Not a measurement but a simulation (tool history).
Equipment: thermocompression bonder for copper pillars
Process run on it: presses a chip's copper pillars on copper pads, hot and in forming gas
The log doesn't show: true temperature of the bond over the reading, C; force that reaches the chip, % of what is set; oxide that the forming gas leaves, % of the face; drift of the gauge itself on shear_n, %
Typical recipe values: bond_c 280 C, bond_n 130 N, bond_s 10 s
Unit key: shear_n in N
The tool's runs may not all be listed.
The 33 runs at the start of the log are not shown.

run     day  bond_c  bond_n  bond_s  hours of work since the heater was calibrated  hours of work since the force cell was calibrated  hours of work since the gas filter was changed  shear_n
 34  13.108     302     130      16                                             59                                                262                                             109     83.7
 35   13.35     302     130      16                                             63                                                266                                             113     82.3
 36  13.858     302     130      16                                             71                                                274                                             121     81.5
 37  14.229     302     130      16                                             77                                                280                                             127     80.8
 38  14.771     268     180       8                                             85                                                288                                             135     53.7
 39  15.038     280     130      16                                             90                                                292                                             140     63.1
 40  15.446     280     130      16                                             96                                                299                                             146     60.7
 41  15.779     264     146      16                                            101                                                304                                             151     55.4

Here are 3 independent what-if runs from the current tool condition. What would each one return?
  A  16.033     264     146      19                                            105                                                308                                             155        ?
  B  16.033     260     130      10                                            105                                                308                                             155        ?
  C  16.033     303     182      20                                            105                                                308                                             155        ?

run  shear_n
  A     57.9
  B     38.9
  C    105.1
Take away the tool's hidden state, keep each run's random variation, and the runs would have read:
run  shear_n
  A     62.6
  B     42.2
  C    111.9
